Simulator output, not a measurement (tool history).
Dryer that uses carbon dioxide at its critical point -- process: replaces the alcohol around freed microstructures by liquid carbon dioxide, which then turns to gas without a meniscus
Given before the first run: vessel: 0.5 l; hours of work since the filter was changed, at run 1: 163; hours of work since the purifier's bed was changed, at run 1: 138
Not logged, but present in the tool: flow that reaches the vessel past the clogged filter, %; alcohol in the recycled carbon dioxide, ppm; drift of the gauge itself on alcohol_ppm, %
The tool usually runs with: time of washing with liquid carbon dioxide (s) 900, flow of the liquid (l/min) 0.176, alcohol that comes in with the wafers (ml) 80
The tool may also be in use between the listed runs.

run   hour  time of washing with liquid carbon dioxide (s)  flow of the liquid (l/min)  alcohol that comes in with the wafers (ml)  hours of work since the filter was changed  hours of work since the purifier's bed was changed  alcohol left in the vessel before it's heated (ppm by volume)
  1    0.0                                             900                       0.176                                          80                                         163                                                 138                                                           2827
  2    6.9                                             900                       0.176                                          80                                         168                                                 142                                                           2930
  3   11.5                                             900                       0.176                                          80                                         170                                                 145                                                           2922
  4   21.4                                             900                       0.176                                          80                                         176                                                 151                                                           2940
  5   25.9                                             900                       0.176                                          80                                         179                                                 153                                                           3000
  6   31.1                                            1380                       0.176                                          80                                         182                                                 156                                                            385
  7   39.6                                            1380                       0.176                                          80                                         187                                                 161                                                            403
      45.3  -- inlet filter changed
  8   49.4                                             900                       0.168                                          80                                           2                                                 167                                                           2144
  9   55.8                                             900                       0.168                                          80                                           6                                                 171                                                           2138
 10   61.7                                             600                       0.112                                          43                                          10                                                 174                                                          13335
 11   69.0                                             600                       0.112                                          43                                          14                                                 179                                                          13632
 12   73.4                                            1260                       0.135                                          94                                          17                                                 181                                                           1621
 13   84.0                                            1260                       0.135                                          94                                          23                                                 188                                                           1643
 14   92.3                                            1260                       0.135                                          94                                          28                                                 193                                                           1675
 15   97.7                                            1320                       0.142                                          53                                          32                                                 196                                                            587
 16  104.4                                            1320                       0.142                                          53                                          36                                                 200                                                            638

Below are 3 alternative next runs, each starting from the tool's condition after run 16. Predict each:
  A  110.0                                             780                       0.276                                          57                                          39                                                 203                                                              ?
  B  110.0                                             540                       0.142                                          53                                          39                                                 203                                                              ?
  C  110.0                                            1020                       0.176                                          80                                          39                                                 203                                                              ?

run  alcohol left in the vessel before it's heated (ppm by volume)
  A                                                            249
  B                                                          12966
  C                                                           1087
Stripped of hidden state, with their random variation kept, the same runs would have yielded:
run  alcohol left in the vessel before it's heated (ppm by volume)
  A                                                            182
  B                                                          12177
  C                                                            915
